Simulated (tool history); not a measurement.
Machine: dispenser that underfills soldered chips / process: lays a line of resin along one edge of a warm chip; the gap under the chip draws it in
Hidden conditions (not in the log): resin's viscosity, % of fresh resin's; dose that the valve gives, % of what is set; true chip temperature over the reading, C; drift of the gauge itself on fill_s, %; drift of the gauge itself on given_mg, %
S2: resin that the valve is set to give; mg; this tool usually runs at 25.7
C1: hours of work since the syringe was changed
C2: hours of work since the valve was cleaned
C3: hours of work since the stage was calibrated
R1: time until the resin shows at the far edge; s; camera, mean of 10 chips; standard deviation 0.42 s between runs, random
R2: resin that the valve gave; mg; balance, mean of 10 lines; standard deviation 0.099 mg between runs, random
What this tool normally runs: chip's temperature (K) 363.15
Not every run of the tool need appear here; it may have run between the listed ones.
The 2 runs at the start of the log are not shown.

-- day=1.196 new syringe of resin
run 3 day=1.379 | chip's_temperature_(K)=363.15 S2=21.8 | C1=3 C2=44 C3=65 | R1=41.2 R2=21.33
-- day=1.754 new syringe of resin
run 4 day=1.954 | chip's_temperature_(K)=363.15 S2=21.8 | C1=3 C2=54 C3=74 | R1=40.0 R2=21.05
-- day=2.296 new syringe of resin
run 5 day=2.362 | chip's_temperature_(K)=363.15 S2=21.8 | C1=1 C2=60 C3=81 | R1=33.1 R2=21.07
run 6 day=2.683 | chip's_temperature_(K)=363.15 S2=21.8 | C1=7 C2=66 C3=87 | R1=52.9 R2=20.95
-- day=2.862 new syringe of resin
-- day=3.417 new syringe of resin
run 7 day=3.417 | chip's_temperature_(K)=374.15 S2=21.8 | C1=0 C2=78 C3=99 | R1=21.4 R2=20.87
-- day=3.942 new syringe of resin
run 8 day=3.942 | chip's_temperature_(K)=374.15 S2=21.8 | C1=0 C2=86 C3=107 | R1=21.2 R2=20.65
-- day=4.467 new syringe of resin
run 9 day=4.517 | chip's_temperature_(K)=374.15 S2=21.8 | C1=1 C2=96 C3=117 | R1=22.2 R2=20.59
-- day=4.775 dispensing valve cleaned and set on the balance
-- day=5.079 new syringe of resin
run 10 day=5.154 | chip's_temperature_(K)=363.15 S2=25.7 | C1=1 C2=6 C3=127 | R1=33.6 R2=25.72
-- day=5.625 new syringe of resin
run 11 day=5.854 | chip's_temperature_(K)=363.15 S2=25.7 | C1=4 C2=18 C3=138 | R1=41.0 R2=25.36
-- day=6.171 new syringe of resin
run 12 day=6.550 | chip's_temperature_(K)=363.15 S2=25.7 | C1=6 C2=29 C3=150 | R1=51.1 R2=25.22
-- day=6.712 new syringe of resin
run 13 day=6.867 | chip's_temperature_(K)=363.15 S2=25.7 | C1=3 C2=35 C3=155 | R1=36.6 R2=24.92
-- day=7.283 new syringe of resin
run 14 day=7.371 | chip's_temperature_(K)=363.15 S2=25.7 | C1=1 C2=43 C3=163 | R1=35.2 R2=25.00
-- day=7.829 new syringe of resin
run 15 day=7.992 | chip's_temperature_(K)=363.15 S2=27.8 | C1=3 C2=53 C3=173 | R1=38.6 R2=26.98
-- day=8.392 new syringe of resin
run 16 day=8.733 | chip's_temperature_(K)=348.15 S2=26.5 | C1=6 C2=65 C3=186 | R1=84.8 R2=25.46
-- day=8.925 new syringe of resin
run 17 day=9.258 | chip's_temperature_(K)=364.15 S2=29.8 | C1=6 C2=74 C3=194 | R1=47.9 R2=28.24
-- day=9.458 new syringe of resin
run 18 day=9.875 | chip's_temperature_(K)=364.15 S2=29.8 | C1=7 C2=84 C3=205 | R1=54.1 R2=28.35

Predict the results of run 19:
-- day=10.038 new syringe of resin
-- day=10.600 new syringe of resin
run 19 day=10.621 | chip's_temperature_(K)=360.15 S2=30.6 | C1=0 C2=96 C3=217 | R1=? R2=?

{"run 19": {"R1": 34.9, "R2": 28.79}}
The same run, on a tool lacking any hidden state, would have yielded R1 31.8 s, R2 30.63 mg.
